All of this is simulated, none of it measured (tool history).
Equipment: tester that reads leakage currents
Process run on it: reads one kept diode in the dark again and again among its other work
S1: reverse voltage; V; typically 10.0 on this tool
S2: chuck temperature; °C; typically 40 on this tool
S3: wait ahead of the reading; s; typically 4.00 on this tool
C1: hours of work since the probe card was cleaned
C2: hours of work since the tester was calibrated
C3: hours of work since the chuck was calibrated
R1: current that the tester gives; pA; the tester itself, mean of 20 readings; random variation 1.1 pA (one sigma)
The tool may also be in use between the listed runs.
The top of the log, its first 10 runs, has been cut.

run    hour    S1  S2    S3    C1    C2    C3       R1
 11  1748.3  10.0  40  4.00   649  3337   954   403.86
 12  1901.1  10.0  40  4.00   726  3414  1031   405.92
 13  2103.3  10.0  40  4.00   828  3516  1133   408.11
 14  2275.4  10.0  40  4.00   914  3602  1220   409.70
 15  2420.2  10.0  40  4.00   987  3675  1292   412.75
 16  2588.4  10.0  40  4.00  1072  3760  1377   413.43
 17  2812.4  10.0  40  4.00  1184  3872  1490   419.63
     2922.2  -- chuck's temperature calibrated
 18  2922.2  10.0  40  1.04  1239  3927     0   388.99
     3017.7  -- tester calibrated
 19  3022.2  10.0  40  1.04  1288     2    49   384.85
 20  3237.4  10.0  40  1.04  1396   110   158   388.03
 21  3425.5   1.6  43  1.04  1491   205   252   210.69
 22  3636.4  10.0  57  4.00  1597   311   358  1243.52
 23  3862.8  10.0  28  0.96  1711   425   472   170.53
 24  4010.6  10.0  28  0.96  1785   499   546   171.50
 25  4201.6   4.6  28  1.07  1881   595   643   118.58
 26  4376.7   4.6  28  1.07  1969   684   731   119.62
 27  4595.2   4.6  28  1.07  2079   793   840   120.19
 28  4794.5   4.6  28  1.07  2179   894   941   121.50
 29  4903.1   2.2  47  4.00  2234   948   995   335.95

Estimate the outcome of run 30 from the log above:
 30  5029.8  1.4  48  4.00  2298  1012  1059   ?

R1: 294.55 pA
The same run, on a tool lacking any hidden state, would have yielded R1 273.41 pA.

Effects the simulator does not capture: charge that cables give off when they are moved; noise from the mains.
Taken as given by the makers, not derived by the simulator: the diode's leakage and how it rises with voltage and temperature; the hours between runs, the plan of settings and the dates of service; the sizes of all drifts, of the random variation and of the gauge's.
